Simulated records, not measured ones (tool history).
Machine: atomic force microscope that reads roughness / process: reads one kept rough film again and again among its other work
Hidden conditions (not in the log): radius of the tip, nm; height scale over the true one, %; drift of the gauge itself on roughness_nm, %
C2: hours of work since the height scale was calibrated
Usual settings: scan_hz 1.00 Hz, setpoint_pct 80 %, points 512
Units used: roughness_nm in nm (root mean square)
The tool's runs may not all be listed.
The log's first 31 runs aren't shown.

run 32 hour=1729.9 | scan_hz=2.18 setpoint_pct=70 points=473 | pictures_with_this_tip=213 C2=783 | roughness_nm=3.176
-- hour=1735.2 height scale calibrated on a step standard
run 33 hour=1800.9 | scan_hz=3.37 setpoint_pct=80 points=512 | pictures_with_this_tip=259 C2=28 | roughness_nm=2.800
-- hour=1865.3 height scale calibrated on a step standard, once more
-- hour=1865.8 new tip fitted
run 34 hour=1878.1 | scan_hz=3.37 setpoint_pct=80 points=512 | pictures_with_this_tip=9 C2=5 | roughness_nm=3.313
run 35 hour=1949.7 | scan_hz=0.57 setpoint_pct=80 points=893 | pictures_with_this_tip=56 C2=36 | roughness_nm=3.660
run 36 hour=2017.0 | scan_hz=0.57 setpoint_pct=80 points=893 | pictures_with_this_tip=100 C2=65 | roughness_nm=3.562
run 37 hour=2093.0 | scan_hz=1.00 setpoint_pct=80 points=320 | pictures_with_this_tip=150 C2=98 | roughness_nm=3.304
run 38 hour=2125.9 | scan_hz=1.00 setpoint_pct=80 points=320 | pictures_with_this_tip=172 C2=112 | roughness_nm=3.273
run 39 hour=2199.7 | scan_hz=1.00 setpoint_pct=80 points=320 | pictures_with_this_tip=220 C2=143 | roughness_nm=3.184
run 40 hour=2277.6 | scan_hz=1.29 setpoint_pct=65 points=267 | pictures_with_this_tip=271 C2=177 | roughness_nm=3.125
-- hour=2321.6 new tip fitted
run 41 hour=2340.6 | scan_hz=0.66 setpoint_pct=70 points=336 | pictures_with_this_tip=12 C2=204 | roughness_nm=3.812
run 42 hour=2382.8 | scan_hz=2.64 setpoint_pct=80 points=859 | pictures_with_this_tip=40 C2=222 | roughness_nm=3.392
run 43 hour=2433.6 | scan_hz=2.64 setpoint_pct=80 points=859 | pictures_with_this_tip=74 C2=244 | roughness_nm=3.276
run 44 hour=2471.3 | scan_hz=2.64 setpoint_pct=88 points=859 | pictures_with_this_tip=98 C2=260 | roughness_nm=3.052
run 45 hour=2532.0 | scan_hz=2.64 setpoint_pct=88 points=859 | pictures_with_this_tip=138 C2=286 | roughness_nm=2.979
run 46 hour=2594.0 | scan_hz=2.64 setpoint_pct=88 points=859 | pictures_with_this_tip=179 C2=312 | roughness_nm=2.878
run 47 hour=2663.1 | scan_hz=2.64 setpoint_pct=88 points=859 | pictures_with_this_tip=225 C2=342 | roughness_nm=2.805
run 48 hour=2695.3 | scan_hz=1.00 setpoint_pct=55 points=323 | pictures_with_this_tip=246 C2=356 | roughness_nm=3.240
run 49 hour=2769.5 | scan_hz=3.49 setpoint_pct=68 points=443 | pictures_with_this_tip=295 C2=388 | roughness_nm=2.948
-- hour=2779.9 new tip fitted
run 50 hour=2827.9 | scan_hz=3.79 setpoint_pct=80 points=671 | pictures_with_this_tip=32 C2=413 | roughness_nm=3.193
run 51 hour=2900.1 | scan_hz=1.00 setpoint_pct=58 points=512 | pictures_with_this_tip=79 C2=444 | roughness_nm=3.666
run 52 hour=2957.6 | scan_hz=3.30 setpoint_pct=80 points=512 | pictures_with_this_tip=117 C2=468 | roughness_nm=3.068
run 53 hour=3036.6 | scan_hz=3.30 setpoint_pct=80 points=802 | pictures_with_this_tip=169 C2=502 | roughness_nm=2.973
run 54 hour=3070.5 | scan_hz=1.00 setpoint_pct=55 points=664 | pictures_with_this_tip=191 C2=517 | roughness_nm=3.389

Alternative continuations, all from the tool just after run 54; predict every row:
run A hour=3105.6 | scan_hz=1.15 setpoint_pct=55 points=608 | pictures_with_this_tip=214 C2=532 | roughness_nm=?
run B hour=3105.6 | scan_hz=1.59 setpoint_pct=73 points=262 | pictures_with_this_tip=214 C2=532 | roughness_nm=?
run C hour=3105.6 | scan_hz=1.12 setpoint_pct=60 points=416 | pictures_with_this_tip=214 C2=532 | roughness_nm=?

run=A roughness_nm=3.355
run=B roughness_nm=3.166
run=C roughness_nm=3.315
With no hidden state in the tool, these same runs would have given:
run=A roughness_nm=3.908
run=B roughness_nm=3.687
run=C roughness_nm=3.862
